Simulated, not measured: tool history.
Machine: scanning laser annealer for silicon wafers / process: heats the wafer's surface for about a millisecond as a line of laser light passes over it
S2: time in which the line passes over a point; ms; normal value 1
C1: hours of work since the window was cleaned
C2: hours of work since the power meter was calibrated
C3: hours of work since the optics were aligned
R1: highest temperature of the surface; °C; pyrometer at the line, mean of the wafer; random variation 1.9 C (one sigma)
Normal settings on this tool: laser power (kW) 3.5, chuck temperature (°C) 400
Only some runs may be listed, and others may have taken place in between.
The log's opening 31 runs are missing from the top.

{"run": 32, "hour": 436.6, "laser power (kW)": 3.76, "S2": 1.06, "chuck temperature (°C)": 409, "C1": 420, "C2": 214, "C3": 541, "R1": 1241}
{"run": 33, "hour": 453.7, "laser power (kW)": 3.36, "S2": 0.88, "chuck temperature (°C)": 396, "C1": 428, "C2": 222, "C3": 549, "R1": 1072}
{"run": 34, "hour": 464.5, "laser power (kW)": 3.5, "S2": 1.05, "chuck temperature (°C)": 400, "C1": 433, "C2": 227, "C3": 554, "R1": 1167}
{"run": 35, "hour": 475.2, "laser power (kW)": 3.467, "S2": 0.85, "chuck temperature (°C)": 391, "C1": 438, "C2": 232, "C3": 559, "R1": 1077}
{"run": 36, "hour": 494.7, "laser power (kW)": 3.325, "S2": 1.16, "chuck temperature (°C)": 404, "C1": 447, "C2": 241, "C3": 568, "R1": 1177}
{"run": 37, "hour": 506.2, "laser power (kW)": 3.78, "S2": 1, "chuck temperature (°C)": 434, "C1": 452, "C2": 246, "C3": 573, "R1": 1246}
{"run": 38, "hour": 515.9, "laser power (kW)": 3.813, "S2": 1.14, "chuck temperature (°C)": 383, "C1": 457, "C2": 251, "C3": 578, "R1": 1256}
{"run": 39, "hour": 531.1, "laser power (kW)": 3.115, "S2": 1.04, "chuck temperature (°C)": 410, "C1": 464, "C2": 258, "C3": 585, "R1": 1095}
{"run": 40, "hour": 545.4, "laser power (kW)": 3.226, "S2": 1.04, "chuck temperature (°C)": 410, "C1": 470, "C2": 264, "C3": 591, "R1": 1119}
{"run": 41, "hour": 561.2, "laser power (kW)": 3.847, "S2": 0.93, "chuck temperature (°C)": 410, "C1": 477, "C2": 272, "C3": 598, "R1": 1206}

Forecast each of these 3 alternatives for the next run:
{"run": "A", "hour": 580.5, "laser power (kW)": 3.049, "S2": 0.99, "chuck temperature (°C)": 423, "C1": 486, "C2": 281, "C3": 607, "R1": "?"}
{"run": "B", "hour": 580.5, "laser power (kW)": 3.328, "S2": 0.93, "chuck temperature (°C)": 383, "C1": 486, "C2": 281, "C3": 607, "R1": "?"}
{"run": "C", "hour": 580.5, "laser power (kW)": 3.847, "S2": 1.18, "chuck temperature (°C)": 396, "C1": 486, "C2": 281, "C3": 607, "R1": "?"}

run=A R1=1079
run=B R1=1073
run=C R1=1290
Had the tool no hidden state, the same runs would have come out as:
run=A R1=1079
run=B R1=1073
run=C R1=1291
